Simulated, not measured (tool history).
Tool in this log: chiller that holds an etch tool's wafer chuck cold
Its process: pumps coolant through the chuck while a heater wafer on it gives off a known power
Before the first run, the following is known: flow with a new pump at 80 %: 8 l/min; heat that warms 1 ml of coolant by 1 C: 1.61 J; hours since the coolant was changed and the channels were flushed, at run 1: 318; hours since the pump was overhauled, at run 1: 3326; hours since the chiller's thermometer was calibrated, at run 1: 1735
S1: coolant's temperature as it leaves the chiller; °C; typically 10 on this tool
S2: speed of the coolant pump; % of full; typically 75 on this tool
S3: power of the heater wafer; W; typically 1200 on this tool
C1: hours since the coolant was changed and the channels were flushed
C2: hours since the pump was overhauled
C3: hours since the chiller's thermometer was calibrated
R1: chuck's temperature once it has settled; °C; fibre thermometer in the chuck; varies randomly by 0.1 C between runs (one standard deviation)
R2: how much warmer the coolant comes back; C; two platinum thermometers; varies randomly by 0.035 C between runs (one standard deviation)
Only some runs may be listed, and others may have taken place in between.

run,hour,S1,S2,S3,C1,C2,C3,R1,R2
1,0.0,10,75,1200,318,3326,1735,23.4,6.54
2,50.3,10,75,1200,368,3376,1785,23.5,6.69
3,146.0,10,75,1200,464,3472,1881,23.3,6.67
4,195.5,10,75,1200,513,3521,1930,23.4,6.66
5,294.3,10,77,1200,612,3620,2029,23.2,6.46
6,372.3,10,75,1200,690,3698,2107,23.5,6.73
7,472.0,10,75,1200,790,3798,2207,23.4,6.74
8,541.2,10,75,1200,859,3867,2276,23.5,6.70
9,614.7,10,75,1200,932,3940,2350,23.5,6.74
10,685.5,10,75,1200,1003,4011,2420,23.5,6.74
# hour 717.7: chiller's thermometer calibrated
11,765.7,10,75,1200,1082,4090,48,24.0,6.80
12,853.5,10,75,1200,1170,4178,136,24.0,6.84
13,914.8,10,75,1200,1232,4240,197,24.2,6.73
14,1010.1,10,75,1200,1327,4335,292,24.0,6.85
15,1092.2,10,75,1200,1409,4417,375,24.2,6.90
16,1142.2,19,75,1200,1459,4467,424,33.0,6.85
17,1223.3,7,64,724,1540,4548,506,16.3,4.87
18,1307.0,7,64,724,1624,4632,589,16.4,4.81
19,1379.4,16,89,1682,1696,4704,662,34.0,8.25
20,1469.6,10,75,673,1786,4794,752,18.0,3.88
21,1566.3,10,75,673,1883,4891,849,18.1,3.95
22,1655.6,10,75,673,1972,4980,938,18.2,3.93
23,1721.8,10,75,673,2039,5046,1004,18.0,3.94
24,1814.4,10,75,673,2131,5139,1097,17.9,3.99
25,1859.8,10,75,673,2177,5184,1142,18.0,3.92
26,1922.6,10,75,673,2239,5247,1205,18.0,4.00
27,1971.3,5,62,615,2288,5296,1254,13.4,4.35
28,2068.7,5,62,615,2385,5393,1351,13.5,4.41
29,2129.0,5,62,615,2446,5454,1411,13.5,4.32
30,2228.0,5,62,615,2545,5553,1510,13.4,4.39
31,2291.6,10,62,1507,2608,5616,1574,31.1,10.76

5 options for the next run, each taken on its own from the tool as it stands now. Forecast them:
A,2387.2,10,75,1704,2704,5712,1669,?,?
B,2387.2,1,71,1361,2704,5712,1669,?,?
C,2387.2,20,69,845,2704,5712,1669,?,?
D,2387.2,10,92,1311,2704,5712,1669,?,?
E,2387.2,6,88,1507,2704,5712,1669,?,?

run,R1,R2
A,31.1,10.18
B,18.4,8.57
C,31.0,5.48
D,24.4,6.45
E,23.1,7.70
What these runs would have given with no unlogged condition in the tool:
run,R1,R2
A,27.5,8.42
B,15.5,7.09
C,29.3,4.54
D,22.1,5.34
E,20.3,6.37

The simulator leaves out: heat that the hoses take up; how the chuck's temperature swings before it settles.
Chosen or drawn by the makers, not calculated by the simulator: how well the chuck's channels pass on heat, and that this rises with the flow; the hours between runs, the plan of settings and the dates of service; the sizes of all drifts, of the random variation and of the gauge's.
